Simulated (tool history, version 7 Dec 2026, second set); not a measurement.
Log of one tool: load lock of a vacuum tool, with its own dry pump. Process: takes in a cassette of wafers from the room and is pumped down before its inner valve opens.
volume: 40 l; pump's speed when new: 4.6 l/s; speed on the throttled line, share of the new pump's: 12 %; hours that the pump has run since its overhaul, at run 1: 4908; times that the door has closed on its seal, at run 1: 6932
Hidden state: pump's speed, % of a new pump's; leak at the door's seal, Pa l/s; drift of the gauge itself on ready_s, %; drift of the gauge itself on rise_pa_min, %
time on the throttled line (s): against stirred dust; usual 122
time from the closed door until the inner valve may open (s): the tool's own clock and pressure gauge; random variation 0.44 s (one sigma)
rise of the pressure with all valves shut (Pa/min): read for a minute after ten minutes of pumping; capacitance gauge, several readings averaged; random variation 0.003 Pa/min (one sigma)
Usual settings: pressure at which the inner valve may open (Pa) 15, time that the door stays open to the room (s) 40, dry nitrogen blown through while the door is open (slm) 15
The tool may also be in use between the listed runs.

run,hour,time on the throttled line (s),pressure at which the inner valve may open (Pa),time that the door stays open to the room (s),dry nitrogen blown through while the door is open (slm),hours that the pump has run since its overhaul,times that the door has closed on its seal,"incoming humidity of the room's air, %",time from the closed door until the inner valve may open (s),rise of the pressure with all valves shut (Pa/min)
1,0.0,122,15,40,15,4908,6932,41.1,188.6,0.059
2,115.9,122,15,40,15,5024,7176,50.3,189.0,0.068
3,241.2,122,15,40,15,5149,7440,42.7,187.6,0.062
4,297.6,122,15,40,15,5206,7558,44.7,188.5,0.069
5,368.1,122,15,40,15,5276,7706,48.0,188.2,0.064
6,501.2,122,15,40,15,5409,7986,39.7,188.4,0.068
7,574.0,122,15,40,15,5482,8140,43.8,188.1,0.073
8,670.7,122,16,40,15,5579,8343,43.6,186.9,0.071
9,728.2,122,16,40,15,5636,8464,44.1,187.9,0.075
10,800.3,122,30,40,15,5708,8615,42.5,182.0,0.074
11,925.2,112,15,40,15,5833,8878,44.3,180.2,0.077
12,1017.4,89,27,79,20,5926,9072,46.0,154.7,0.081

Run 13 comes next. What will it give?
13,1135.3,142,15,34,11,6043,9320,47.0,?,?

time from the closed door until the inner valve may open (s): 206.1
rise of the pressure with all valves shut (Pa/min): 0.086
Without the tool's hidden state the same run would have given time from the closed door until the inner valve may open (s) 202.2, rise of the pressure with all valves shut (Pa/min) 0.038.
